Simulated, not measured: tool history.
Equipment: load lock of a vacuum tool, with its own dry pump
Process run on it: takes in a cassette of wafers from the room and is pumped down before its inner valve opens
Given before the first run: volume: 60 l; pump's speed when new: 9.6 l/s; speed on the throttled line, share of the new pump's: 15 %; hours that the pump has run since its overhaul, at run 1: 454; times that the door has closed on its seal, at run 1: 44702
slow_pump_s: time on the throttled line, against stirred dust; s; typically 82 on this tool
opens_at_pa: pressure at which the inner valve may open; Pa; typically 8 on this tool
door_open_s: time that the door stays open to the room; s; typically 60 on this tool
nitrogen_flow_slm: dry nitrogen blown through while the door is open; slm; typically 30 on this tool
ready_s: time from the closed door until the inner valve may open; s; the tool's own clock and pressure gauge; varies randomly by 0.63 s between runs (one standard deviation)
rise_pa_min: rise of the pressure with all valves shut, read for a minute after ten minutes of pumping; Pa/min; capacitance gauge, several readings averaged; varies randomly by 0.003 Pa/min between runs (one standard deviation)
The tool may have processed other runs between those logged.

run     hour  slow_pump_s  opens_at_pa  door_open_s  nitrogen_flow_slm  hours that the pump has run since its overhaul  times that the door has closed on its seal  incoming humidity of the room's air, %  ready_s  rise_pa_min
  1        0           82            8           60                 30                                             454                                       44702                                    48.5      131        0.486
  2    301.8           82            8           60                 20                                             756                                       45412                                      48    129.7        0.493
  3    760.9           82            8           60                 20                                            1215                                       46492                                    46.5    131.7        0.501
  4     1103           82            8           60                 20                                            1557                                       47296                                    47.3    130.6        0.531
  5   1484.3           82            8           60                 20                                            1938                                       48193                                    41.8    132.6        0.539
  6     1800           82            8           60                 20                                            2254                                       48936                                    48.8    131.7         0.56
      2144.7  -- door's seal changed, seat wiped
  7   2239.7           82            8           60                 20                                            2692                                         224                                    46.8    131.8        0.047
  8   2593.4           82            7           60                 30                                            3046                                        1056                                      47    133.3        0.039
  9   3162.9           82            7           60                 30                                            3615                                        2395                                    44.5    133.6         0.04
 10   3425.5           82            7           60                 30                                            3878                                        3013                                    45.8    132.7        0.043
 11   3826.6           82            8           60                 30                                            4279                                        3956                                    44.5    132.5        0.039
 12   4370.1           82            8           60                 30                                            4823                                        5235                                    45.3    132.8        0.046
 13   4908.9           82            8           60                 30                                            5361                                        6502                                    42.2    132.5        0.058
 14   5452.5           82            8           60                 30                                            5905                                        7781                                    44.8    133.8        0.058
 15   5954.9           82            8           60                 30                                            6407                                        8962                                    44.8    133.8        0.075
 16   6530.3           82            8           60                 30                                            6983                                       10316                                      46      134        0.078
 17     7118           82            8           60                 30                                            7571                                       11698                                    46.2    133.7        0.092
 18   7659.5           82            8           60                 30                                            8112                                       12972                                    44.1    133.6        0.095
 19     7921           86           11           60                  5                                            8374                                       13587                                    46.4    135.2        0.126
 20   8546.3           68            8           40                 30                                            8999                                       15058                                    43.5    122.9        0.106
 21   9071.3           68            8           40                 30                                            9524                                       16293                                      46    123.8        0.119
 22   9561.6           68            8           40                 30                                           10014                                       17446                                    46.3    122.8         0.13
 23  10017.2           42           14          209                 30                                           10470                                       18518                                    45.3     98.7        0.174
     10437.8  -- dry pump taken out, an overhauled one fitted
 24  10541.9           42           14          209                 30                                             104                                       19738                                    42.6     92.9         0.18
 25  10837.1           82            7           60                 30                                             399                                       20432                                    43.2    131.8        0.167
 26  11226.1           45            8           60                 30                                             788                                       21347                                    42.5     98.9         0.17
 27  11784.8           90            8           60                 30                                            1347                                       22661                                    45.3    135.9        0.179
 28  12382.2           49           11          110                 30                                            1944                                       24066                                      44    101.6         0.21
 29    12893           53            8           60                  6                                            2455                                       25268                                    45.8    106.9         0.24
 30  13210.8           53            8          172                  6                                            2773                                       26015                                    47.1    107.8        0.284
 31  13575.6           53            8          172                  6                                            3138                                       26874                                    39.5      107        0.278
 32  14142.9           53            8          172                  6                                            3705                                       28208                                    42.5    108.1        0.295
 33  14752.8           82            9           60                 11                                            4315                                       29642                                    41.7    131.4        0.268
 34  15354.2           82           15          236                 11                                            4916                                       31057                                    46.6    127.4        0.351
 35    15903           82           15          236                 11                                            5465                                       32348                                    43.8    128.8        0.365
 36  16278.9           82           15          236                 11                                            5841                                       33232                                    43.6    128.5        0.374

What would each run have given without the hidden state, its run-to-run variation left as it was?
The tool's hidden condition here consists of: pump's speed, % of a new pump's; leak at the door's seal, Pa l/s; drift of the gauge itself on ready_s, %; drift of the gauge itself on rise_pa_min, %.
run  ready_s  rise_pa_min
  1    130.3        0.038
  2    128.8        0.042
  3    130.6        0.033
  4    129.2        0.042
  5    130.9        0.038
  6    129.9         0.04
  7    129.9        0.045
  8    131.2        0.035
  9    131.2        0.032
 10    130.2        0.033
 11    129.8        0.025
 12    129.9        0.025
 13    129.3         0.03
 14    130.2        0.024
 15      130        0.034
 16    129.9        0.029
 17    129.3        0.034
 18    128.9        0.029
 19    130.6        0.056
 20    117.3        0.024
 21    117.9        0.027
 22    116.6        0.027
 23     92.3        0.061
 24       92        0.053
 25    130.9        0.035
 26     97.7        0.032
 27    134.6        0.027
 28     99.9        0.043
 29    104.8        0.057
 30    105.5        0.092
 31    104.5        0.081
 32    105.3        0.082
 33    128.5        0.036
 34    124.4        0.099
 35    125.5        0.092
 36    125.1        0.095
